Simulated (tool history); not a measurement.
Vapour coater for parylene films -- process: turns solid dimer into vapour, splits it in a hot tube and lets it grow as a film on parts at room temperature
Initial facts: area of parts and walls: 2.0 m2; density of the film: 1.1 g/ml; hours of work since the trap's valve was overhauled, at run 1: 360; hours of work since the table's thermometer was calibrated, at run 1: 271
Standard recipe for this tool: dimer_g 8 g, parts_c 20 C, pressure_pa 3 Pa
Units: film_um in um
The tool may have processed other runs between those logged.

run    hour  dimer_g  parts_c  pressure_pa  hours of work since the trap's valve was overhauled  hours of work since the table's thermometer was calibrated  film_um
  1       0        8       20            3                                                  360                                                         271      2.3
  2    38.5        8       20            3                                                  381                                                         292     2.31
  3    71.9        4       20            3                                                  399                                                         310     1.16
  4   101.2        8       20         2.13                                                  415                                                         326     2.34
  5   132.9        8       20         2.13                                                  432                                                         343     2.36
  6   179.1        5       20            3                                                  458                                                         369     1.45
  7   227.6        5       20            3                                                  484                                                         395     1.41
  8   276.8        5       20            3                                                  511                                                         422     1.43
      291.4  -- trap's valve overhauled
  9   336.6        8       20         7.74                                                   24                                                         452     2.18
 10   395.7        8       20         7.77                                                   57                                                         484     2.18
 11   436.2        8       20         7.77                                                   79                                                         506     2.14
 12   484.7        8       27            3                                                  105                                                         532      2.1
 13   522.9        8       27            3                                                  126                                                         553     2.04
 14   566.1        8       27            3                                                  149                                                         576     2.05
 15   627.4        8       18            3                                                  182                                                         610     2.47
 16   687.8        3       25            3                                                  215                                                         642     0.83
 17   731.3        3       25            3                                                  239                                                         666     0.78
 18     761        8       12         4.54                                                  255                                                         682     2.61
 19   806.7        8       12         4.54                                                  280                                                         707     2.63
 20   836.6        8       31         9.13                                                  296                                                         723     1.63
 21   866.8        6       23         9.87                                                  312                                                         740     1.41
 22     897       13       20         2.38                                                  329                                                         756      3.8
 23     950        7       26         6.56                                                  357                                                         785     1.63
 24   987.1       10       16         3.13                                                  378                                                         805     3.04
 25  1040.6       10       28         2.11                                                  407                                                         834     2.55
 26  1087.3        7       20         2.77                                                  432                                                         859     1.99
 27  1126.3        7       20         2.77                                                  453                                                         880     1.98
 28  1153.1        6       26            3                                                  468                                                         895     1.49
 29  1190.4       13       21            3                                                  488                                                         915     3.55
     1244.1  -- trap's valve overhauled
 30  1254.8       13       30         7.46                                                    6                                                         948     2.89

Below, some changes in film_um between adjacent runs. For each, the amount present without the hidden state too (settings, incoming material, random variation) and the amount remaining for the hidden state with gauge scatter not shared by both compared results:
The tool's hidden condition here consists of: vapour lost through the trap's worn valve, %; true temperature of the parts over the reading, C; drift of the gauge itself on film_um, %.
Run 21 -> 22: dimer_g 6 -> 13, parts_c 23 -> 20, pressure_pa 9.87 -> 2.38. film_um +2.39 um: hidden state -0.14, all else +2.53.
Run 22 -> 23: dimer_g 13 -> 7, parts_c 20 -> 26, pressure_pa 2.38 -> 6.56. film_um -2.17 um: hidden state +0.12, all else -2.29.
Run 28 -> 29: dimer_g 6 -> 13, parts_c 26 -> 21. film_um +2.06 um: hidden state -0.18, all else +2.24.
Run 29 -> 30: parts_c 21 -> 30, pressure_pa 3 -> 7.46, trap's valve overhauled. film_um -0.66 um: hidden state +0.28, all else -0.94.
